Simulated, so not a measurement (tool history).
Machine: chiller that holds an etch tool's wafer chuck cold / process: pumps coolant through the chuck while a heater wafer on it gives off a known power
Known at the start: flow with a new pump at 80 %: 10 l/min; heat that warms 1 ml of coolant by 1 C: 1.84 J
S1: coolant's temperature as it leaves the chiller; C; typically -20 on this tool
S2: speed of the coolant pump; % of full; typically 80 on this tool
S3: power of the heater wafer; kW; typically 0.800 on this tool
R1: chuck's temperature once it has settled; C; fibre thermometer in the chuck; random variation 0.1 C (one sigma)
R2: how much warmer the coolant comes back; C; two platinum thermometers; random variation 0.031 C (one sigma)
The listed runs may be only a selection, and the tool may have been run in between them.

run    hour   S1  S2     S3     R1    R2
  1     0.0  -20  80  0.800  -11.8  2.60
  2    54.4  -20  80  0.927  -10.4  3.01
       62.2  -- chiller's thermometer calibrated
  3    95.0  -20  95  0.800  -12.7  2.17
  4   148.2  -20  76  0.800  -11.4  2.73
  5   197.5  -20  76  0.800  -11.3  2.71
  6   238.9  -20  80  0.496  -14.8  1.58
  7   279.7  -20  80  0.496  -14.8  1.64
  8   339.9  -20  95  0.800  -12.8  2.21
  9   386.9  -20  87  0.800  -12.1  2.34
 10   448.6  -20  80  0.800  -11.9  2.62
 11   495.0  -20  80  0.800  -11.6  2.65
 12   535.5  -20  80  0.800  -11.6  2.62
 13   585.2  -22  80  0.800  -13.5  2.60
 14   629.6  -22  80  0.800  -13.6  2.60
 15   664.2  -22  80  0.800  -13.7  2.60
 16   735.6  -22  80  0.800  -13.6  2.63
 17   790.1  -22  80  0.800  -13.7  2.61
 18   826.7  -22  80  0.800  -13.7  2.62
 19   882.4  -21  82  1.051  -10.3  3.35
 20   916.7  -21  82  1.051  -10.3  3.32
 21   956.7  -20  72  0.800  -10.9  2.94
 22  1028.4  -26  86  0.800  -18.1  2.49
 23  1072.6  -26  86  0.800  -17.9  2.49
 24  1106.1  -29  86  0.800  -21.1  2.43
 25  1180.4  -18  66  1.180   -3.9  4.61

Expected results for the next run?
 26  1222.2  -22  82  0.800   ?   ?

For run 26 the tool returned R1 -13.8 C, R2 2.50 C.
If the tool had no hidden condition, the same run with the same run-to-run variation would have returned R1 -13.8 C, R2 2.50 C.

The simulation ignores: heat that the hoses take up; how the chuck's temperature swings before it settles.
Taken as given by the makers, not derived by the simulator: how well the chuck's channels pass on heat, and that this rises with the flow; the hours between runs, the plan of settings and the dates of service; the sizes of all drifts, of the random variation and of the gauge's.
